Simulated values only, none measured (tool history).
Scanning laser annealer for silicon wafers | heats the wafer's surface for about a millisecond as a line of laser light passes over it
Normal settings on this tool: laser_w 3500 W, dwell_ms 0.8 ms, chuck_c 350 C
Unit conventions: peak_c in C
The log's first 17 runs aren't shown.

| run | day | laser_w | dwell_ms | chuck_c | peak_c |
|---|---|---|---|---|---|
| 18 | 5.429 | 3500 | 0.61 | 350 | 942 |
| 19 | 5.8 | 3500 | 0.61 | 350 | 944 |
| 20 | 5.992 | 3500 | 0.61 | 350 | 940 |
| 21 | 6.183 | 3500 | 0.61 | 350 | 941 |
|  | 6.488 | optics aligned, line set to its width, once more |
| 22 | 6.662 | 3533 | 0.888 | 356 | 1087 |
| 23 | 6.908 | 3533 | 0.888 | 356 | 1085 |
| 24 | 7.258 | 3073 | 0.804 | 360 | 951 |
| 25 | 7.442 | 3787 | 0.851 | 350 | 1127 |
| 26 | 7.7 | 3500 | 0.62 | 350 | 946 |
| 27 | 8.05 | 3500 | 0.636 | 350 | 958 |
| 28 | 8.312 | 3222 | 0.64 | 389 | 942 |
| 29 | 8.596 | 3558 | 0.911 | 330 | 1077 |
| 30 | 9.021 | 3558 | 0.911 | 330 | 1072 |
| 31 | 9.367 | 3558 | 0.911 | 330 | 1074 |
| 32 | 9.762 | 3643 | 0.98 | 326 | 1120 |
| 33 | 10.029 | 3447 | 0.98 | 389 | 1131 |
| 34 | 10.217 | 3504 | 0.63 | 364 | 965 |
| 35 | 10.462 | 3504 | 0.968 | 364 | 1115 |
| 36 | 10.638 | 3500 | 0.8 | 314 | 993 |
| 37 | 10.942 | 3658 | 0.935 | 347 | 1121 |
| 38 | 11.204 | 3752 | 0.935 | 387 | 1185 |

What if the next run were any one of these 5? Each begins from the tool's condition after run 38:
| A | 11.629 | 3292 | 0.706 | 364 | ? |
| B | 11.629 | 3656 | 0.893 | 314 | ? |
| C | 11.629 | 3749 | 0.935 | 387 | ? |
| D | 11.629 | 3472 | 0.935 | 387 | ? |
| E | 11.629 | 3510 | 0.8 | 340 | ? |

| run | peak_c |
|---|---|
| A | 956 |
| B | 1072 |
| C | 1182 |
| D | 1114 |
| E | 1018 |
Without the tool's hidden state the same runs would have given:
| run | peak_c |
|---|---|
| A | 992 |
| B | 1118 |
| C | 1230 |
| D | 1158 |
| E | 1058 |
